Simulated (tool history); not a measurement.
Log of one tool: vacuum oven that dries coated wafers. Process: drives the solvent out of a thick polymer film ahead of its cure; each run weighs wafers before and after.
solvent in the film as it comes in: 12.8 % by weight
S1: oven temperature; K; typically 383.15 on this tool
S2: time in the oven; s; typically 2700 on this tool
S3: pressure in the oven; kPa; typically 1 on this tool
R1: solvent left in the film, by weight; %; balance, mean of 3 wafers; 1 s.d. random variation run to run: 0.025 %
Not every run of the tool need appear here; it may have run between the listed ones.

run 1 hour=0 | S1=383.15 S2=2700 S3=1 | R1=1.36
run 2 hour=34.1 | S1=383.15 S2=2700 S3=1 | R1=1.38
run 3 hour=66.8 | S1=383.15 S2=2700 S3=1 | R1=1.37
run 4 hour=102.4 | S1=383.15 S2=2700 S3=1 | R1=1.39
-- hour=133 oven's thermocouples calibrated
run 5 hour=139.7 | S1=383.15 S2=2700 S3=1 | R1=1.26
run 6 hour=164 | S1=383.15 S2=2700 S3=0.97 | R1=1.23
run 7 hour=193.7 | S1=383.15 S2=2700 S3=0.97 | R1=1.3
run 8 hour=217 | S1=378.15 S2=1860 S3=3.8 | R1=4.12
run 9 hour=237.6 | S1=378.15 S2=1860 S3=3.8 | R1=4.09
run 10 hour=262.3 | S1=378.15 S2=1860 S3=3.8 | R1=4.09
run 11 hour=296.7 | S1=372.15 S2=4140 S3=1.86 | R1=2.13

3 options for the next run, each taken on its own from the tool as it stands now. Forecast them:
run A hour=329.3 | S1=383.15 S2=2100 S3=0.56 | R1=?
run B hour=329.3 | S1=381.15 S2=2700 S3=2.66 | R1=?
run C hour=329.3 | S1=383.15 S2=3060 S3=1.05 | R1=?

run=A R1=1.71
run=B R1=2.13
run=C R1=1.06
Without the tool's unlogged condition, the same runs would have read:
run=A R1=1.61
run=B R1=2.03
run=C R1=0.98
